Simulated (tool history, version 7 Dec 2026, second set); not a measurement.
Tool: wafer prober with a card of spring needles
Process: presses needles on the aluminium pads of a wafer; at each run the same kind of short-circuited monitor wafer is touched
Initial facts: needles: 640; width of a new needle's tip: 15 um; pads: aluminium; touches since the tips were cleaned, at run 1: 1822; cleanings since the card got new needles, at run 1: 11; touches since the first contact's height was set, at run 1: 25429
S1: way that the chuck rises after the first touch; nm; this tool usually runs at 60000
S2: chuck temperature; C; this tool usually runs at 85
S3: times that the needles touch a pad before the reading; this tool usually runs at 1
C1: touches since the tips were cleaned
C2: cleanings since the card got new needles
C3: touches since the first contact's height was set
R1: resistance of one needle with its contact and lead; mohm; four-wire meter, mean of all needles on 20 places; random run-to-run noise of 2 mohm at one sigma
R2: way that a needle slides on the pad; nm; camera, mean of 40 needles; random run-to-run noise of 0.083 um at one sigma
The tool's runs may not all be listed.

{"run": 1, "hour": 0.0, "S1": 60000, "S2": 85, "S3": 1, "C1": 1822, "C2": 11, "C3": 25429, "R1": 225, "R2": 8670}
{"hour": 0.5, "done": "tips cleaned on abrasive film"}
{"hour": 6.0, "done": "tips cleaned on abrasive film"}
{"run": 2, "hour": 7.9, "S1": 60000, "S2": 85, "S3": 1, "C1": 686, "C2": 13, "C3": 28272, "R1": 220, "R2": 8700}
{"hour": 11.7, "done": "tips cleaned on abrasive film"}
{"hour": 17.1, "done": "tips cleaned on abrasive film"}
{"run": 3, "hour": 17.9, "S1": 60000, "S2": 35, "S3": 1, "C1": 319, "C2": 15, "C3": 31941, "R1": 201, "R2": 8520}
{"hour": 22.6, "done": "tips cleaned on abrasive film"}
{"run": 4, "hour": 25.1, "S1": 60000, "S2": 35, "S3": 1, "C1": 938, "C2": 16, "C3": 34565, "R1": 212, "R2": 8590}
{"hour": 27.7, "done": "tips cleaned on abrasive film"}
{"hour": 33.1, "done": "tips cleaned on abrasive film"}
{"run": 5, "hour": 34.4, "S1": 56000, "S2": 85, "S3": 1, "C1": 462, "C2": 18, "C3": 37921, "R1": 219, "R2": 7830}
{"hour": 38.6, "done": "tips cleaned on abrasive film"}
{"hour": 44.1, "done": "tips cleaned on abrasive film"}
{"run": 6, "hour": 44.9, "S1": 78000, "S2": 85, "S3": 1, "C1": 292, "C2": 20, "C3": 41754, "R1": 208, "R2": 11130}
{"hour": 49.3, "done": "tips cleaned on abrasive film"}
{"hour": 55.2, "done": "tips cleaned on abrasive film"}
{"run": 7, "hour": 55.2, "S1": 60000, "S2": 103, "S3": 1, "C1": 9, "C2": 22, "C3": 45501, "R1": 215, "R2": 8580}
{"hour": 60.8, "done": "tips cleaned on abrasive film"}
{"run": 8, "hour": 61.8, "S1": 60000, "S2": 27, "S3": 1, "C1": 340, "C2": 23, "C3": 47897, "R1": 199, "R2": 8450}
{"hour": 66.4, "done": "tips cleaned on abrasive film"}
{"hour": 72.0, "done": "tips cleaned on abrasive film"}
{"run": 9, "hour": 72.2, "S1": 60000, "S2": 27, "S3": 1, "C1": 72, "C2": 25, "C3": 51687, "R1": 203, "R2": 8480}
{"hour": 77.4, "done": "tips cleaned on abrasive film"}
{"run": 10, "hour": 77.4, "S1": 60000, "S2": 27, "S3": 1, "C1": 0, "C2": 26, "C3": 53584, "R1": 201, "R2": 8380}
{"hour": 82.9, "done": "tips cleaned on abrasive film"}
{"run": 11, "hour": 84.7, "S1": 60000, "S2": 27, "S3": 1, "C1": 679, "C2": 27, "C3": 56275, "R1": 207, "R2": 8410}
{"hour": 88.6, "done": "tips cleaned on abrasive film"}
{"run": 12, "hour": 89.9, "S1": 60000, "S2": 100, "S3": 1, "C1": 484, "C2": 28, "C3": 58150, "R1": 222, "R2": 8420}
{"hour": 93.8, "done": "tips cleaned on abrasive film"}
{"run": 13, "hour": 96.1, "S1": 60000, "S2": 85, "S3": 1, "C1": 832, "C2": 29, "C3": 60402, "R1": 222, "R2": 8440}
{"hour": 99.1, "done": "tips cleaned on abrasive film"}
{"run": 14, "hour": 101.5, "S1": 60000, "S2": 85, "S3": 1, "C1": 894, "C2": 30, "C3": 62403, "R1": 220, "R2": 8460}
{"hour": 104.5, "done": "tips cleaned on abrasive film"}
{"hour": 110.2, "done": "tips cleaned on abrasive film"}
{"run": 15, "hour": 111.0, "S1": 60000, "S2": 85, "S3": 1, "C1": 292, "C2": 32, "C3": 65825, "R1": 215, "R2": 8330}
{"hour": 115.6, "done": "tips cleaned on abrasive film"}
{"run": 16, "hour": 117.3, "S1": 60000, "S2": 85, "S3": 1, "C1": 611, "C2": 33, "C3": 68123, "R1": 221, "R2": 8310}
{"hour": 120.9, "done": "tips cleaned on abrasive film"}
{"run": 17, "hour": 124.7, "S1": 60000, "S2": 85, "S3": 1, "C1": 1430, "C2": 34, "C3": 70858, "R1": 227, "R2": 8310}
{"hour": 126.3, "done": "tips cleaned on abrasive film"}
{"hour": 131.8, "done": "tips cleaned on abrasive film"}
{"run": 18, "hour": 134.2, "S1": 60000, "S2": 85, "S3": 1, "C1": 899, "C2": 36, "C3": 74288, "R1": 225, "R2": 8270}
{"hour": 137.6, "done": "tips cleaned on abrasive film"}
{"hour": 142.9, "done": "tips cleaned on abrasive film"}
{"run": 19, "hour": 143.9, "S1": 41000, "S2": 31, "S3": 2, "C1": 394, "C2": 38, "C3": 77829, "R1": 216, "R2": 5420}
{"hour": 148.5, "done": "tips cleaned on abrasive film"}
{"run": 20, "hour": 151.8, "S1": 70000, "S2": 117, "S3": 1, "C1": 1211, "C2": 39, "C3": 80702, "R1": 225, "R2": 9760}
{"hour": 153.6, "done": "tips cleaned on abrasive film"}
{"hour": 158.9, "done": "tips cleaned on abrasive film"}
{"run": 21, "hour": 159.0, "S1": 57000, "S2": 89, "S3": 2, "C1": 27, "C2": 41, "C3": 83319, "R1": 218, "R2": 7690}
{"hour": 164.6, "done": "tips cleaned on abrasive film"}
{"run": 22, "hour": 166.9, "S1": 57000, "S2": 89, "S3": 2, "C1": 861, "C2": 42, "C3": 86203, "R1": 221, "R2": 7850}
{"hour": 169.9, "done": "tips cleaned on abrasive film"}
{"hour": 175.4, "done": "tips cleaned on abrasive film"}
{"run": 23, "hour": 177.7, "S1": 60000, "S2": 85, "S3": 2, "C1": 845, "C2": 44, "C3": 90124, "R1": 221, "R2": 8180}
{"hour": 180.8, "done": "tips cleaned on abrasive film"}
{"hour": 185.9, "done": "tips cleaned on abrasive film"}
{"run": 24, "hour": 188.5, "S1": 43000, "S2": 85, "S3": 1, "C1": 960, "C2": 46, "C3": 94076, "R1": 240, "R2": 5700}
{"hour": 191.5, "done": "tips cleaned on abrasive film"}
{"hour": 197.0, "done": "tips cleaned on abrasive film"}
{"run": 25, "hour": 197.0, "S1": 74000, "S2": 32, "S3": 1, "C1": 5, "C2": 48, "C3": 97163, "R1": 198, "R2": 10330}
{"hour": 202.1, "done": "tips cleaned on abrasive film"}
{"run": 26, "hour": 206.9, "S1": 74000, "S2": 32, "S3": 1, "C1": 1780, "C2": 49, "C3": 100773, "R1": 214, "R2": 10260}
{"hour": 207.4, "done": "tips cleaned on abrasive film"}
{"hour": 213.0, "done": "tips cleaned on abrasive film"}
{"run": 27, "hour": 213.5, "S1": 74000, "S2": 32, "S3": 1, "C1": 177, "C2": 51, "C3": 103165, "R1": 202, "R2": 10160}
{"run": 28, "hour": 217.9, "S1": 46000, "S2": 104, "S3": 2, "C1": 1814, "C2": 51, "C3": 104802, "R1": 242, "R2": 6030}
{"hour": 218.8, "done": "tips cleaned on abrasive film"}
{"run": 29, "hour": 222.9, "S1": 46000, "S2": 104, "S3": 1, "C1": 1510, "C2": 52, "C3": 106620, "R1": 252, "R2": 5910}
{"hour": 224.0, "done": "tips cleaned on abrasive film"}
{"run": 30, "hour": 228.7, "S1": 46000, "S2": 104, "S3": 1, "C1": 1760, "C2": 53, "C3": 108743, "R1": 248, "R2": 5920}
{"hour": 229.3, "done": "tips cleaned on abrasive film"}
{"hour": 234.5, "done": "tips cleaned on abrasive film"}
{"run": 31, "hour": 238.6, "S1": 60000, "S2": 30, "S3": 1, "C1": 1512, "C2": 55, "C3": 112323, "R1": 218, "R2": 7890}

For each entry between runs, how does the tool's hidden state at the last listed run before it compare with that at the first listed run after it?
Between runs 1 and 2: tips cleaned on abrasive film (hour 0.5); tips cleaned on abrasive film (hour 6.0)
  debris on the tips, nm: 83.4 -> 40.5; way that the needles fall short of the set height, um: 1.07 -> 1.29; tips' diameter, um: 15.37 -> 15.45
  the result without the hidden state subtracted from the measured one, R1: +15 -> +8 mohm; R2: -160 -> -190 nm
Between runs 2 and 3: tips cleaned on abrasive film (hour 11.7); tips cleaned on abrasive film (hour 17.1)
  debris on the tips, nm: 40.5 -> 21.2; way that the needles fall short of the set height, um: 1.29 -> 1.5; tips' diameter, um: 15.45 -> 15.53
  the result without the hidden state subtracted from the measured one, R1: +8 -> +5 mohm; R2: -190 -> -220 nm
Between runs 3 and 4: tips cleaned on abrasive film (hour 22.6)
  debris on the tips, nm: 21.2 -> 53.7; way that the needles fall short of the set height, um: 1.5 -> 1.59; tips' diameter, um: 15.53 -> 15.56
  the result without the hidden state subtracted from the measured one, R1: +5 -> +11 mohm; R2: -220 -> -230 nm
Between runs 4 and 5: tips cleaned on abrasive film (hour 27.7); tips cleaned on abrasive film (hour 33.1)
  debris on the tips, nm: 53.7 -> 28.9; way that the needles fall short of the set height, um: 1.59 -> 1.85; tips' diameter, um: 15.56 -> 15.65
  the result without the hidden state subtracted from the measured one, R1: +11 -> +7 mohm; R2: -230 -> -270 nm
Between runs 5 and 6: tips cleaned on abrasive film (hour 38.6); tips cleaned on abrasive film (hour 44.1)
  debris on the tips, nm: 28.9 -> 23.7; way that the needles fall short of the set height, um: 1.85 -> 2.1; tips' diameter, um: 15.65 -> 15.73
  the result without the hidden state subtracted from the measured one, R1: +7 -> +3 mohm; R2: -270 -> -310 nm
Between runs 6 and 7: tips cleaned on abrasive film (hour 49.3); tips cleaned on abrasive film (hour 55.2)
  debris on the tips, nm: 23.7 -> 7; way that the needles fall short of the set height, um: 2.1 -> 2.27; tips' diameter, um: 15.73 -> 15.79
  the result without the hidden state subtracted from the measured one, R1: +3 -> +2 mohm; R2: -310 -> -340 nm
Between runs 7 and 8: tips cleaned on abrasive film (hour 60.8)
  debris on the tips, nm: 7 -> 27.3; way that the needles fall short of the set height, um: 2.27 -> 2.35; tips' diameter, um: 15.79 -> 15.82
  the result without the hidden state subtracted from the measured one, R1: +2 -> +6 mohm; R2: -340 -> -350 nm
Between runs 8 and 9: tips cleaned on abrasive film (hour 66.4); tips cleaned on abrasive film (hour 72.0)
  debris on the tips, nm: 27.3 -> 12.8; way that the needles fall short of the set height, um: 2.35 -> 2.57; tips' diameter, um: 15.82 -> 15.9
  the result without the hidden state subtracted from the measured one, R1: +6 -> +4 mohm; R2: -350 -> -380 nm
Between runs 9 and 10: tips cleaned on abrasive film (hour 77.4)
  debris on the tips, nm: 12.8 -> 9.7; way that the needles fall short of the set height, um: 2.57 -> 2.67; tips' diameter, um: 15.9 -> 15.94
  the result without the hidden state subtracted from the measured one, R1: +4 -> +3 mohm; R2: -380 -> -390 nm
Between runs 10 and 11: tips cleaned on abrasive film (hour 82.9)
  debris on the tips, nm: 9.7 -> 40; way that the needles fall short of the set height, um: 2.67 -> 2.8; tips' diameter, um: 15.94 -> 15.98
  the result without the hidden state subtracted from the measured one, R1: +3 -> +9 mohm; R2: -390 -> -420 nm
Between runs 11 and 12: tips cleaned on abrasive film (hour 88.6)
  debris on the tips, nm: 40 -> 37.5; way that the needles fall short of the set height, um: 2.8 -> 2.91; tips' diameter, um: 15.98 -> 16.02
  the result without the hidden state subtracted from the measured one, R1: +9 -> +8 mohm; R2: -420 -> -430 nm
Between runs 12 and 13: tips cleaned on abrasive film (hour 93.8)
  debris on the tips, nm: 37.5 -> 48.9; way that the needles fall short of the set height, um: 2.91 -> 3.04; tips' diameter, um: 16.02 -> 16.06
  the result without the hidden state subtracted from the measured one, R1: +8 -> +11 mohm; R2: -430 -> -450 nm
Between runs 13 and 14: tips cleaned on abrasive film (hour 99.1)
  debris on the tips, nm: 48.9 -> 54; way that the needles fall short of the set height, um: 3.04 -> 3.14; tips' diameter, um: 16.06 -> 16.1
  the result without the hidden state subtracted from the measured one, R1: +11 -> +12 mohm; R2: -450 -> -470 nm
Between runs 14 and 15: tips cleaned on abrasive film (hour 104.5); tips cleaned on abrasive film (hour 110.2)
  debris on the tips, nm: 54 -> 21.3; way that the needles fall short of the set height, um: 3.14 -> 3.38; tips' diameter, um: 16.1 -> 16.18
  the result without the hidden state subtracted from the measured one, R1: +12 -> +6 mohm; R2: -470 -> -500 nm
Between runs 15 and 16: tips cleaned on abrasive film (hour 115.6)
  debris on the tips, nm: 21.3 -> 37.9; way that the needles fall short of the set height, um: 3.38 -> 3.48; tips' diameter, um: 16.18 -> 16.22
  the result without the hidden state subtracted from the measured one, R1: +6 -> +9 mohm; R2: -500 -> -510 nm
Between runs 16 and 17: tips cleaned on abrasive film (hour 120.9)
  debris on the tips, nm: 37.9 -> 72.7; way that the needles fall short of the set height, um: 3.48 -> 3.57; tips' diameter, um: 16.22 -> 16.25
  the result without the hidden state subtracted from the measured one, R1: +9 -> +17 mohm; R2: -510 -> -530 nm
Between runs 17 and 18: tips cleaned on abrasive film (hour 126.3); tips cleaned on abrasive film (hour 131.8)
  debris on the tips, nm: 72.7 -> 49.9; way that the needles fall short of the set height, um: 3.57 -> 3.77; tips' diameter, um: 16.25 -> 16.32
  the result without the hidden state subtracted from the measured one, R1: +17 -> +12 mohm; R2: -530 -> -560 nm
Between runs 18 and 19: tips cleaned on abrasive film (hour 137.6); tips cleaned on abrasive film (hour 142.9)
  debris on the tips, nm: 49.9 -> 33; way that the needles fall short of the set height, um: 3.77 -> 3.95; tips' diameter, um: 16.32 -> 16.38
  the result without the hidden state subtracted from the measured one, R1: +12 -> +12 mohm; R2: -560 -> -590 nm
Between runs 19 and 20: tips cleaned on abrasive film (hour 148.5)
  debris on the tips, nm: 33 -> 60.9; way that the needles fall short of the set height, um: 3.95 -> 4.05; tips' diameter, um: 16.38 -> 16.42
  the result without the hidden state subtracted from the measured one, R1: +12 -> +11 mohm; R2: -590 -> -600 nm
Between runs 20 and 21: tips cleaned on abrasive film (hour 153.6); tips cleaned on abrasive film (hour 158.9)
  debris on the tips, nm: 60.9 -> 7.6; way that the needles fall short of the set height, um: 4.05 -> 4.25; tips' diameter, um: 16.42 -> 16.49
  the result without the hidden state subtracted from the measured one, R1: +11 -> +3 mohm; R2: -600 -> -630 nm
Between runs 21 and 22: tips cleaned on abrasive film (hour 164.6)
  debris on the tips, nm: 7.6 -> 49.4; way that the needles fall short of the set height, um: 4.25 -> 4.35; tips' diameter, um: 16.49 -> 16.52
  the result without the hidden state subtracted from the measured one, R1: +3 -> +9 mohm; R2: -630 -> -650 nm
Between runs 22 and 23: tips cleaned on abrasive film (hour 169.9); tips cleaned on abrasive film (hour 175.4)
  debris on the tips, nm: 49.4 -> 54.2; way that the needles fall short of the set height, um: 4.35 -> 4.56; tips' diameter, um: 16.52 -> 16.6
  the result without the hidden state subtracted from the measured one, R1: +9 -> +9 mohm; R2: -650 -> -670 nm
Between runs 23 and 24: tips cleaned on abrasive film (hour 180.8); tips cleaned on abrasive film (hour 185.9)
  debris on the tips, nm: 54.2 -> 57.5; way that the needles fall short of the set height, um: 4.56 -> 4.79; tips' diameter, um: 16.6 -> 16.68
  the result without the hidden state subtracted from the measured one, R1: +9 -> +27 mohm; R2: -670 -> -720 nm
Between runs 24 and 25: tips cleaned on abrasive film (hour 191.5); tips cleaned on abrasive film (hour 197.0)
  debris on the tips, nm: 57.5 -> 7.8; way that the needles fall short of the set height, um: 4.79 -> 5.02; tips' diameter, um: 16.68 -> 16.76
  the result without the hidden state subtracted from the measured one, R1: +27 -> +3 mohm; R2: -720 -> -740 nm
Between runs 25 and 26: tips cleaned on abrasive film (hour 202.1)
  debris on the tips, nm: 7.8 -> 85.5; way that the needles fall short of the set height, um: 5.02 -> 5.12; tips' diameter, um: 16.76 -> 16.79
  the result without the hidden state subtracted from the measured one, R1: +3 -> +15 mohm; R2: -740 -> -750 nm
Between runs 26 and 27: tips cleaned on abrasive film (hour 207.4); tips cleaned on abrasive film (hour 213.0)
  debris on the tips, nm: 85.5 -> 16.8; way that the needles fall short of the set height, um: 5.12 -> 5.29; tips' diameter, um: 16.79 -> 16.85
  the result without the hidden state subtracted from the measured one, R1: +15 -> +5 mohm; R2: -750 -> -780 nm
Between runs 28 and 29: tips cleaned on abrasive film (hour 218.8)
  debris on the tips, nm: 89.2 -> 80.6; way that the needles fall short of the set height, um: 5.29 -> 5.41; tips' diameter, um: 16.85 -> 16.89
  the result without the hidden state subtracted from the measured one, R1: +23 -> +33 mohm; R2: -770 -> -800 nm
Between runs 29 and 30: tips cleaned on abrasive film (hour 224.0)
  debris on the tips, nm: 80.6 -> 82.6; way that the needles fall short of the set height, um: 5.41 -> 5.52; tips' diameter, um: 16.89 -> 16.93
  the result without the hidden state subtracted from the measured one, R1: +33 -> +33 mohm; R2: -800 -> -800 nm
Between runs 30 and 31: tips cleaned on abrasive film (hour 229.3); tips cleaned on abrasive film (hour 234.5)
  debris on the tips, nm: 82.6 -> 76; way that the needles fall short of the set height, um: 5.52 -> 5.7; tips' diameter, um: 16.93 -> 17
  the result without the hidden state subtracted from the measured one, R1: +33 -> +21 mohm; R2: -800 -> -850 nm

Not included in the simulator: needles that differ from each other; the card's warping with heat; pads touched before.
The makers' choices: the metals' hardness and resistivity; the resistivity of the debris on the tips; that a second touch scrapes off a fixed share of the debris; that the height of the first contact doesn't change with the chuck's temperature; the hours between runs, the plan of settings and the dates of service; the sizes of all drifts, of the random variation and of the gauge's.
